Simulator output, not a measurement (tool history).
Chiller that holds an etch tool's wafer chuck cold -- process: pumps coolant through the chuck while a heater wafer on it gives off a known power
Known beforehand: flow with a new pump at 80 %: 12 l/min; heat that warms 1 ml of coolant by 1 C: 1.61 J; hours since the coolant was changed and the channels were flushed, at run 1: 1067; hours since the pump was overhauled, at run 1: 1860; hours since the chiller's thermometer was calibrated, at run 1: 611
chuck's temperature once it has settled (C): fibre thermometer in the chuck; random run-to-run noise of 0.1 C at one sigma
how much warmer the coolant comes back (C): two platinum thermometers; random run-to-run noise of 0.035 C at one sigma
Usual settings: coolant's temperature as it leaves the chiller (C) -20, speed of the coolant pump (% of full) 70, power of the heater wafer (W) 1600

run    hour  coolant's temperature as it leaves the chiller (C)  speed of the coolant pump (% of full)  power of the heater wafer (W)  hours since the coolant was changed and the channels were flushed  hours since the pump was overhauled  hours since the chiller's thermometer was calibrated  chuck's temperature once it has settled (C)  how much warmer the coolant comes back (C)
  1     0.0                                                 -20                                     70                           1600                                                               1067                                 1860                                                   611                                         -8.3                                        5.77
  2    74.3                                                 -20                                     79                           1600                                                               1141                                 1934                                                   685                                         -9.7                                        5.08
  3   168.9                                                 -20                                     79                           1600                                                               1236                                 2029                                                   779                                         -9.4                                        5.11
  4   234.4                                                 -20                                     79                           1600                                                               1301                                 2094                                                   845                                         -9.4                                        5.02
  5   322.3                                                 -20                                     79                           1600                                                               1389                                 2182                                                   933                                         -9.5                                        5.05
  6   456.7                                                 -20                                     79                           1493                                                               1523                                 2317                                                  1067                                         -9.9                                        4.81
  7   592.2                                                 -20                                     79                           1881                                                               1659                                 2452                                                  1203                                         -7.5                                        6.05
  8   689.6                                                 -20                                     70                           1600                                                               1756                                 2550                                                  1300                                         -8.1                                        5.89
  9   800.6                                                 -20                                     70                            918                                                               1867                                 2661                                                  1411                                        -13.1                                        3.47
 10   922.3                                                 -20                                     70                            918                                                               1989                                 2782                                                  1533                                        -13.2                                        3.47
 11  1009.2                                                 -11                                     70                           1600                                                               2076                                 2869                                                  1620                                          1.0                                        5.88
 12  1120.7                                                 -11                                     70                           1600                                                               2187                                 2981                                                  1731                                          0.9                                        5.96
 13  1267.4                                                 -11                                     70                           1600                                                               2334                                 3127                                                  1878                                          1.0                                        5.99
 14  1356.4                                                 -11                                     70                           1600                                                               2423                                 3216                                                  1967                                          0.8                                        5.97
 15  1474.2                                                 -11                                     70                           1600                                                               2541                                 3334                                                  2085                                          0.8                                        6.04
 16  1589.6                                                 -20                                     70                           1600                                                               2656                                 3450                                                  2200                                         -8.1                                        5.96
 17  1699.5                                                 -23                                     88                           2380                                                               2766                                 3560                                                  2310                                         -8.8                                        6.80
 18  1801.7                                                 -19                                     75                           2353                                                               2868                                 3662                                                  2412                                         -2.7                                        8.10
 19  1873.3                                                 -24                                     75                           1631                                                               2940                                 3733                                                  2484                                        -12.5                                        5.67
 20  1955.9                                                 -17                                     75                           1631                                                               3023                                 3816                                                  2566                                         -5.6                                        5.80
 21  2041.9                                                 -17                                     75                           1631                                                               3109                                 3902                                                  2652                                         -5.6                                        5.75
 22  2111.6                                                 -17                                     75                           1631                                                               3178                                 3972                                                  2722                                         -5.6                                        5.72
     2122.6  -- gauge calibrated
 23  2257.2                                                 -20                                     87                           1313                                                               3324                                 4117                                                  2868                                        -12.0                                        3.70
 24  2350.9                                                 -26                                     87                           1313                                                               3418                                 4211                                                  2961                                        -18.0                                        3.71
 25  2477.0                                                 -20                                     83                           1595                                                               3544                                 4337                                                  3088                                         -9.8                                        4.71
     2542.2  -- coolant changed, channels flushed
 26  2590.3                                                 -20                                     83                           1595                                                                 48                                 4444                                                  3195                                        -10.0                                        4.80
 27  2653.6                                                 -20                                     83                           1595                                                                111                                 4508                                                  3258                                         -9.8                                        4.86
 28  2713.4                                                 -11                                     82                           2204                                                                171                                 4567                                                  3318                                          3.1                                        6.73
 29  2795.1                                                 -20                                     71                           1608                                                                253                                 4649                                                  3400                                         -8.4                                        5.86
 30  2857.5                                                 -29                                     96                            882                                                                315                                 4712                                                  3462                                        -24.1                                        2.34
 31  2964.3                                                 -29                                     96                            882                                                                422                                 4818                                                  3569                                        -24.1                                        2.34
 32  3083.1                                                 -29                                     66                           1532                                                                541                                 4937                                                  3688                                        -16.9                                        6.05

Each row is a separate what-if for the run after 32, all from the same tool condition, not one after another. Results?
  A  3200.0                                                 -28                                     70                           1307                                                                658                                 5054                                                  3805                                            ?                                           ?
  B  3200.0                                                 -29                                     84                           1794                                                                658                                 5054                                                  3805                                            ?                                           ?
  C  3200.0                                                 -20                                     70                           2382                                                                658                                 5054                                                  3805                                            ?                                           ?
  D  3200.0                                                 -29                                     66                           1459                                                                658                                 5054                                                  3805                                            ?                                           ?

run  chuck's temperature once it has settled (C)  how much warmer the coolant comes back (C)
  A                                        -18.3                                        4.84
  B                                        -17.7                                        5.44
  C                                         -2.3                                        8.79
  D                                        -17.5                                        5.83
Stripped of hidden state, with their random variation kept, the same runs would have yielded:
run  chuck's temperature once it has settled (C)  how much warmer the coolant comes back (C)
  A                                        -18.3                                        4.68
  B                                        -17.7                                        5.28
  C                                         -2.4                                        8.63
  D                                        -17.6                                        5.67
